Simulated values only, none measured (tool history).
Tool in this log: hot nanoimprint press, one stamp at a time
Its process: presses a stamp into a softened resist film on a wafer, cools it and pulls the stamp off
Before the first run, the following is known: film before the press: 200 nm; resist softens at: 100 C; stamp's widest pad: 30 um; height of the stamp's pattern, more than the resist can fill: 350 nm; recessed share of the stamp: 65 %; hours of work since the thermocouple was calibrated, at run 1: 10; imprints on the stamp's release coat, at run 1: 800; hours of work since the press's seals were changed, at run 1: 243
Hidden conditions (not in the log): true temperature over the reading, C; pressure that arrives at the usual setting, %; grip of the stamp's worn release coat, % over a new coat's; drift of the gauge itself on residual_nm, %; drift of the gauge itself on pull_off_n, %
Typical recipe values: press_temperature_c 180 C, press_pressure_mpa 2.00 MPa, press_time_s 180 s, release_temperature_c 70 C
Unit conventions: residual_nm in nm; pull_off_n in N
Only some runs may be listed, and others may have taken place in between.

run	hour	press_temperature_c	press_pressure_mpa	press_time_s	release_temperature_c	hours of work since the thermocouple was calibrated	imprints on the stamp's release coat	hours of work since the press's seals were changed	residual_nm	pull_off_n
1	0.0	180	2.00	180	70	10	800	243	91.6	285
# hour 54.5: stamp cleaned and given a new release coat
2	69.9	180	2.00	180	70	52	63	285	91.5	236
3	137.5	180	2.00	180	70	96	342	329	91.5	259
4	224.4	180	2.00	180	70	152	701	385	91.3	271
5	291.2	180	2.00	180	70	196	976	429	91.0	280
# hour 303.6: stamp cleaned and given a new release coat
6	343.9	180	2.00	180	70	226	166	459	91.2	242
7	398.4	180	2.00	180	70	262	391	495	91.2	249
8	435.9	172	2.00	180	70	286	545	519	113.7	270
9	479.7	172	2.00	180	70	315	726	548	113.9	278
# hour 551.9: stamp cleaned and given a new release coat
10	576.4	180	2.00	180	70	374	101	607	90.8	235
11	651.7	170	2.00	180	76	423	412	656	119.8	229
12	723.2	190	1.96	164	70	470	707	703	71.6	271
# hour 798.2: stamp cleaned and given a new release coat
13	821.2	190	1.96	164	70	530	95	763	71.6	240
# hour 835.2: press's hydraulic seals changed and the load cell set to zero
14	872.3	180	2.00	180	58	558	273	24	88.9	315
# hour 925.1: plate thermocouple calibrated
15	945.6	180	2.89	152	70	13	563	70	83.1	270
16	1014.0	188	1.61	93	65	58	845	115	102.5	313
# hour 1054.2: stamp cleaned and given a new release coat
17	1072.4	187	2.44	91	71	92	75	149	89.6	232
18	1146.9	187	2.44	91	71	141	382	197	89.4	250
19	1219.1	187	2.44	91	71	188	680	244	89.6	257
20	1289.7	187	2.44	91	71	234	971	290	89.3	278

Describe how what the log doesn't record of the tool's condition differs between the last listed run preceding each entry between runs and the first listed run following it.
Runs 1 to 2: stamp cleaned and given a new release coat (hour 54.5)
  true temperature over the reading, C: -0.13 -> -0.05; pressure that arrives at the usual setting, %: 98.34 -> 98.09; grip of the stamp's worn release coat, % over a new coat's: 18.5 -> 1.4
  measured value less the no-hidden-state value, residual_nm: +1.0 -> +0.8 nm; pull_off_n: +46 -> +4 N
Runs 5 to 6: stamp cleaned and given a new release coat (hour 303.6)
  true temperature over the reading, C: 0.19 -> 0.23; pressure that arrives at the usual setting, %: 97.22 -> 97.06; grip of the stamp's worn release coat, % over a new coat's: 22.6 -> 3.8
  measured value less the no-hidden-state value, residual_nm: +0.6 -> +0.6 nm; pull_off_n: +51 -> +8 N
Runs 9 to 10: stamp cleaned and given a new release coat (hour 551.9)
  true temperature over the reading, C: 0.38 -> 0.48; pressure that arrives at the usual setting, %: 96.51 -> 96.14; grip of the stamp's worn release coat, % over a new coat's: 16.7 -> 2.3
  measured value less the no-hidden-state value, residual_nm: +0.2 -> +0.2 nm; pull_off_n: +37 -> +3 N
Runs 12 to 13: stamp cleaned and given a new release coat (hour 798.2)
  true temperature over the reading, C: 0.64 -> 0.74; pressure that arrives at the usual setting, %: 95.59 -> 95.22; grip of the stamp's worn release coat, % over a new coat's: 16.3 -> 2.2
  measured value less the no-hidden-state value, residual_nm: +0.2 -> +0.1 nm; pull_off_n: +35 -> +1 N
Runs 13 to 14: press's hydraulic seals changed and the load cell set to zero (hour 835.2)
  true temperature over the reading, C: 0.74 -> 0.78; pressure that arrives at the usual setting, %: 95.22 -> 99.61; grip of the stamp's worn release coat, % over a new coat's: 2.2 -> 6.2
  measured value less the no-hidden-state value, residual_nm: +0.1 -> -1.9 nm; pull_off_n: +1 -> +15 N
Runs 14 to 15: plate thermocouple calibrated (hour 925.1)
  true temperature over the reading, C: 0.78 -> 0.07; pressure that arrives at the usual setting, %: 99.61 -> 99.32; grip of the stamp's worn release coat, % over a new coat's: 6.2 -> 12.9
  measured value less the no-hidden-state value, residual_nm: -1.9 -> +0.2 nm; pull_off_n: +15 -> +31 N
Runs 16 to 17: stamp cleaned and given a new release coat (hour 1054.2)
  true temperature over the reading, C: 0.15 -> 0.2; pressure that arrives at the usual setting, %: 99.05 -> 98.82; grip of the stamp's worn release coat, % over a new coat's: 19.5 -> 1.7
  measured value less the no-hidden-state value, residual_nm: -0.1 -> +0.1 nm; pull_off_n: +51 -> +3 N

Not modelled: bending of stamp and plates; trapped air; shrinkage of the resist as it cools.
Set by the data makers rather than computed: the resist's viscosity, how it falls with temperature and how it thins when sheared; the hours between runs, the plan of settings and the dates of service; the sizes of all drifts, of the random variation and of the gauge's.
